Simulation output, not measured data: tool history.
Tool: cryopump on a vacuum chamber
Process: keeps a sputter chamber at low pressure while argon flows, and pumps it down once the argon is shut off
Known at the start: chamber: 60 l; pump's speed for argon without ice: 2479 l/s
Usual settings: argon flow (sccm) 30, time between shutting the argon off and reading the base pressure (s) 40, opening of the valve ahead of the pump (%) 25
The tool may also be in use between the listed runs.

| run | hour | argon flow (sccm) | time between shutting the argon off and reading the base pressure (s) | opening of the valve ahead of the pump (%) | pressure while argon flows (Pa) | pressure after the wait (uPa) |
|---|---|---|---|---|---|---|
| 1 | 0.0 | 30 | 40 | 25 | 0.0850 | 1.04 |
| 2 | 19.6 | 30 | 40 | 25 | 0.0842 | 1.09 |
| 3 | 41.1 | 30 | 40 | 25 | 0.0849 | 1.08 |
| 4 | 68.8 | 30 | 40 | 25 | 0.0856 | 1.08 |
| 5 | 89.0 | 59 | 40 | 25 | 0.1678 | 1.11 |
| 6 | 121.5 | 33 | 40 | 25 | 0.0941 | 1.11 |
| 7 | 141.9 | 33 | 40 | 25 | 0.0948 | 1.16 |
|  | 152.6 | pump warmed up, emptied and cooled again |
| 8 | 188.0 | 33 | 40 | 25 | 0.0908 | 1.07 |
| 9 | 236.1 | 33 | 40 | 25 | 0.0909 | 1.10 |
| 10 | 265.7 | 30 | 40 | 25 | 0.0833 | 1.09 |
| 11 | 291.1 | 30 | 40 | 25 | 0.0830 | 1.10 |
| 12 | 335.0 | 30 | 40 | 25 | 0.0840 | 1.07 |
| 13 | 357.0 | 30 | 40 | 25 | 0.0840 | 1.11 |
| 14 | 383.7 | 30 | 40 | 25 | 0.0843 | 1.13 |
| 15 | 419.1 | 30 | 40 | 21 | 0.1009 | 1.18 |
| 16 | 451.7 | 30 | 40 | 21 | 0.1011 | 1.16 |
| 17 | 488.2 | 30 | 40 | 26 | 0.0825 | 1.14 |
| 18 | 532.7 | 30 | 40 | 26 | 0.0823 | 1.16 |
|  | 550.2 | pump warmed up, emptied and cooled again |
| 19 | 561.5 | 30 | 22 | 47 | 0.0443 | 1.54 |
| 20 | 609.7 | 42 | 238 | 25 | 0.1158 | 0.64 |
| 21 | 633.5 | 25 | 238 | 19 | 0.0910 | 0.64 |
| 22 | 672.9 | 23 | 65 | 56 | 0.0292 | 0.94 |
| 23 | 712.9 | 16 | 180 | 31 | 0.0363 | 0.70 |
| 24 | 739.2 | 27 | 134 | 17 | 0.1110 | 0.77 |
| 25 | 784.6 | 16 | 40 | 27 | 0.0421 | 1.19 |
| 26 | 806.2 | 52 | 40 | 27 | 0.1365 | 1.25 |
| 27 | 839.5 | 16 | 40 | 26 | 0.0433 | 1.22 |
| 28 | 866.5 | 25 | 40 | 52 | 0.0355 | 1.22 |
| 29 | 889.0 | 25 | 40 | 52 | 0.0355 | 1.25 |
| 30 | 911.5 | 18 | 46 | 16 | 0.0797 | 1.13 |
|  | 948.5 | pump warmed up, emptied and cooled again |
| 31 | 953.2 | 18 | 46 | 16 | 0.0773 | 1.06 |
| 32 | 976.5 | 30 | 40 | 26 | 0.0791 | 1.15 |
| 33 | 1003.3 | 26 | 100 | 49 | 0.0376 | 0.85 |

Some steps in pressure while argon flows (Pa) between neighbouring runs. How much of each would the tool show without its hidden state too (settings, what came in, random variation), and how much is left for the hidden state, with any gauge scatter that isn't in both results?
The hidden state here: pump's speed, % of a pump's without ice; cold plate's temperature, K; leak into the chamber, uPa l/s; drift of the gauge itself on working_pa, %; drift of the gauge itself on base_upa, %.
Run 4 -> 5: argon flow (sccm) 30 -> 59. pressure while argon flows (Pa) +0.0822: hidden state +0.0037, all else +0.0785.
Run 7 -> 8: pump warmed up, emptied and cooled again. pressure while argon flows (Pa) -0.0040: hidden state -0.0039, all else -0.0001.
Run 18 -> 19: time between shutting the argon off and reading the base pressure (s) 40 -> 22, opening of the valve ahead of the pump (%) 26 -> 47, pump warmed up, emptied and cooled again. pressure while argon flows (Pa) -0.0380: hidden state -0.0037, all else -0.0343.
Run 25 -> 26: argon flow (sccm) 16 -> 52. pressure while argon flows (Pa) +0.0944: hidden state +0.0037, all else +0.0907.
Run 26 -> 27: argon flow (sccm) 52 -> 16, opening of the valve ahead of the pump (%) 27 -> 26. pressure while argon flows (Pa) -0.0932: hidden state -0.0034, all else -0.0898.

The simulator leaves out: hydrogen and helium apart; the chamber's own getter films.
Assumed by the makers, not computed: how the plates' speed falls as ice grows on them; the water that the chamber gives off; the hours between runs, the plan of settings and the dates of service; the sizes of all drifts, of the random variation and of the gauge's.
